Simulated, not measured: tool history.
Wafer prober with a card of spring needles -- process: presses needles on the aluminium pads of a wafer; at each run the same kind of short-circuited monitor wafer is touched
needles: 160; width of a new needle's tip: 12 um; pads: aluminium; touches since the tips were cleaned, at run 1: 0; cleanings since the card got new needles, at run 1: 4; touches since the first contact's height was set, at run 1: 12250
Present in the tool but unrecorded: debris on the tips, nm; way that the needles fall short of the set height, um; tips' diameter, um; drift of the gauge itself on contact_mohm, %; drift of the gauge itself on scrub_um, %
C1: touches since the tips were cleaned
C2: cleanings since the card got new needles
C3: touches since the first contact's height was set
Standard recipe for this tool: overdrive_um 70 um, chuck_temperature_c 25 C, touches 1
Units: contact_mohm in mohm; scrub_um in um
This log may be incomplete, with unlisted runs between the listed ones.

run 1 day=0 | overdrive_um=70 chuck_temperature_c=25 touches=1 | C1=0 C2=4 C3=12250 | contact_mohm=253 scrub_um=19.34
-- day=0.188 tips cleaned on abrasive film
-- day=0.417 tips cleaned on abrasive film
-- day=0.65 tips cleaned on abrasive film
run 2 day=0.804 | overdrive_um=70 chuck_temperature_c=55 touches=1 | C1=2253 C2=7 C3=23885 | contact_mohm=271 scrub_um=18.92
-- day=0.854 tips cleaned on abrasive film
-- day=1.042 tips cleaned on abrasive film
-- day=1.271 tips cleaned on abrasive film
-- day=1.458 tips cleaned on abrasive film
run 3 day=1.475 | overdrive_um=70 chuck_temperature_c=55 touches=1 | C1=240 C2=11 C3=33506 | contact_mohm=265 scrub_um=18.95
-- day=1.662 tips cleaned on abrasive film
-- day=1.85 tips cleaned on abrasive film
-- day=2.079 tips cleaned on abrasive film
run 4 day=2.092 | overdrive_um=70 chuck_temperature_c=110 touches=1 | C1=147 C2=14 C3=42366 | contact_mohm=276 scrub_um=18.66
-- day=2.275 tips cleaned on abrasive film
-- day=2.462 tips cleaned on abrasive film
-- day=2.696 tips cleaned on abrasive film
-- day=2.929 tips cleaned on abrasive film
run 5 day=2.954 | overdrive_um=70 chuck_temperature_c=30 touches=1 | C1=365 C2=18 C3=54793 | contact_mohm=257 scrub_um=18.68
-- day=3.138 tips cleaned on abrasive film
-- day=3.325 tips cleaned on abrasive film
-- day=3.512 tips cleaned on abrasive film
-- day=3.746 tips cleaned on abrasive film
-- day=3.975 tips cleaned on abrasive film
run 6 day=3.979 | overdrive_um=70 chuck_temperature_c=25 touches=1 | C1=33 C2=23 C3=69569 | contact_mohm=255 scrub_um=18.53
-- day=4.167 tips cleaned on abrasive film
-- day=4.396 tips cleaned on abrasive film
-- day=4.629 tips cleaned on abrasive film
-- day=4.817 tips cleaned on abrasive film
run 7 day=4.971 | overdrive_um=70 chuck_temperature_c=25 touches=1 | C1=2261 C2=27 C3=83899 | contact_mohm=263 scrub_um=18.51
-- day=5.021 tips cleaned on abrasive film
-- day=5.204 tips cleaned on abrasive film
-- day=5.438 tips cleaned on abrasive film
-- day=5.671 tips cleaned on abrasive film
-- day=5.904 tips cleaned on abrasive film
run 8 day=5.912 | overdrive_um=70 chuck_temperature_c=88 touches=1 | C1=137 C2=32 C3=97440 | contact_mohm=273 scrub_um=18.3
-- day=6.096 tips cleaned on abrasive film
-- day=6.283 tips cleaned on abrasive film
-- day=6.517 tips cleaned on abrasive film
-- day=6.75 tips cleaned on abrasive film
run 9 day=6.921 | overdrive_um=70 chuck_temperature_c=88 touches=1 | C1=2559 C2=36 C3=112060 | contact_mohm=282 scrub_um=17.93
-- day=6.971 tips cleaned on abrasive film
-- day=7.158 tips cleaned on abrasive film
-- day=7.208 tips cleaned on abrasive film, once more
-- day=7.442 tips cleaned on abrasive film
-- day=7.671 tips cleaned on abrasive film
-- day=7.858 tips cleaned on abrasive film
-- day=8.046 tips cleaned on abrasive film
run 10 day=8.075 | overdrive_um=70 chuck_temperature_c=88 touches=1 | C1=414 C2=43 C3=128559 | contact_mohm=273 scrub_um=18.17

Estimate the outcome of run 11 from the log above:
-- day=8.262 tips cleaned on abrasive film
-- day=8.446 tips cleaned on abrasive film
-- day=8.679 tips cleaned on abrasive film
run 11 day=8.812 | overdrive_um=73 chuck_temperature_c=34 touches=3 | C1=1986 C2=46 C3=139257 | contact_mohm=? scrub_um=?

Run 11 gave contact_mohm 258 mohm, scrub_um 18.75 um.
The same run, on a tool lacking any hidden state, would have yielded contact_mohm 253 mohm, scrub_um 20.04 um.
